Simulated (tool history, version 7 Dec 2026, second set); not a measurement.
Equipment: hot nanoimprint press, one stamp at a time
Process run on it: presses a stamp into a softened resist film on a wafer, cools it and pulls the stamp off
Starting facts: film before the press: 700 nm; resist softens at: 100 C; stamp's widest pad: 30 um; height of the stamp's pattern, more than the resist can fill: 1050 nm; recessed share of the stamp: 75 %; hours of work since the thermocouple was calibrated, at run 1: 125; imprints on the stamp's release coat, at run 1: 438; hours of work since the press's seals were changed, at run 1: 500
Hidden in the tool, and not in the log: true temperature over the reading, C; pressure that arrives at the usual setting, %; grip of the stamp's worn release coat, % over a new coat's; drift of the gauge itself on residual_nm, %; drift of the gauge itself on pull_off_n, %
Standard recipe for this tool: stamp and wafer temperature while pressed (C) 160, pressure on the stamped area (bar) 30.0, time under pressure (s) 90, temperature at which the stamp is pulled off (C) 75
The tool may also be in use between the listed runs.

| run | day | stamp and wafer temperature while pressed (C) | pressure on the stamped area (bar) | time under pressure (s) | temperature at which the stamp is pulled off (C) | hours of work since the thermocouple was calibrated | imprints on the stamp's release coat | hours of work since the press's seals were changed | resist left under the stamp's widest pad (angstrom) | greatest force while the stamp is pulled off (N) |
|---|---|---|---|---|---|---|---|---|---|---|
| 1 | 0.000 | 160 | 30.0 | 90 | 75 | 125 | 438 | 500 | 4023 | 150 |
| 2 | 0.825 | 160 | 30.0 | 90 | 75 | 140 | 490 | 515 | 4035 | 151 |
|  | 1.383 | stamp cleaned and given a new release coat |
| 3 | 1.625 | 160 | 30.0 | 90 | 75 | 150 | 15 | 525 | 4028 | 133 |
| 4 | 2.308 | 160 | 30.0 | 90 | 75 | 162 | 58 | 537 | 4058 | 136 |
| 5 | 2.858 | 160 | 30.0 | 90 | 75 | 172 | 93 | 547 | 4036 | 136 |
| 6 | 3.462 | 160 | 30.0 | 90 | 75 | 183 | 132 | 558 | 4044 | 139 |
| 7 | 4.458 | 160 | 30.0 | 90 | 75 | 201 | 195 | 576 | 4050 | 140 |
| 8 | 5.004 | 160 | 30.0 | 90 | 75 | 211 | 230 | 586 | 4012 | 140 |
| 9 | 5.762 | 160 | 30.0 | 90 | 75 | 225 | 278 | 600 | 4009 | 142 |
| 10 | 6.538 | 160 | 30.0 | 90 | 75 | 239 | 327 | 614 | 4009 | 146 |
| 11 | 7.571 | 160 | 30.0 | 90 | 75 | 258 | 393 | 632 | 3977 | 147 |
| 12 | 8.525 | 160 | 30.0 | 90 | 75 | 275 | 454 | 650 | 4009 | 149 |
|  | 9.742 | stamp cleaned and given a new release coat |
| 13 | 9.850 | 160 | 30.0 | 90 | 75 | 295 | 7 | 669 | 4016 | 136 |
|  | 10.538 | plate thermocouple calibrated |
| 14 | 11.025 | 151 | 30.0 | 90 | 75 | 9 | 74 | 688 | 5509 | 132 |
| 15 | 11.979 | 151 | 30.0 | 90 | 68 | 26 | 135 | 706 | 5507 | 154 |
| 16 | 12.650 | 151 | 30.0 | 90 | 68 | 38 | 177 | 718 | 5527 | 162 |
|  | 13.288 | plate thermocouple calibrated, once more |
| 17 | 13.542 | 160 | 42.4 | 90 | 73 | 5 | 226 | 732 | 3616 | 152 |
| 18 | 14.367 | 160 | 42.4 | 118 | 72 | 20 | 278 | 747 | 3276 | 156 |
| 19 | 15.196 | 160 | 42.4 | 57 | 66 | 35 | 331 | 762 | 4116 | 175 |
| 20 | 15.833 | 160 | 43.8 | 91 | 65 | 46 | 371 | 773 | 3525 | 184 |
| 21 | 16.912 | 160 | 24.9 | 93 | 73 | 66 | 440 | 793 | 4461 | 155 |
| 22 | 17.629 | 156 | 24.9 | 109 | 75 | 79 | 486 | 806 | 4986 | 153 |
|  | 18.304 | stamp cleaned and given a new release coat |
| 23 | 18.388 | 156 | 24.9 | 109 | 75 | 88 | 5 | 815 | 4959 | 139 |
| 24 | 19.421 | 156 | 24.9 | 109 | 75 | 107 | 71 | 834 | 4946 | 137 |
| 25 | 20.079 | 160 | 30.0 | 90 | 74 | 119 | 113 | 846 | 4158 | 144 |
| 26 | 20.775 | 160 | 30.0 | 90 | 74 | 131 | 157 | 859 | 4125 | 143 |
| 27 | 21.788 | 167 | 30.0 | 90 | 74 | 150 | 221 | 877 | 3011 | 146 |
| 28 | 22.462 | 167 | 19.2 | 107 | 74 | 162 | 264 | 889 | 3528 | 144 |
| 29 | 23.396 | 163 | 19.2 | 107 | 61 | 179 | 323 | 906 | 4168 | 193 |

Here are 3 independent what-if runs from the current tool condition. What would each one return?
| A | 24.246 | 171 | 30.0 | 74 | 75 | 194 | 378 | 922 | ? | ? |
| B | 24.246 | 163 | 19.2 | 107 | 73 | 194 | 378 | 922 | ? | ? |
| C | 24.246 | 163 | 45.6 | 107 | 61 | 194 | 378 | 922 | ? | ? |

| run | resist left under the stamp's widest pad (angstrom) | greatest force while the stamp is pulled off (N) |
|---|---|---|
| A | 2684 | 145 |
| B | 4167 | 154 |
| C | 2789 | 192 |
What these runs would have given with no unlogged condition in the tool:
| run | resist left under the stamp's widest pad (angstrom) | greatest force while the stamp is pulled off (N) |
|---|---|---|
| A | 2592 | 133 |
| B | 4117 | 141 |
| C | 2625 | 176 |
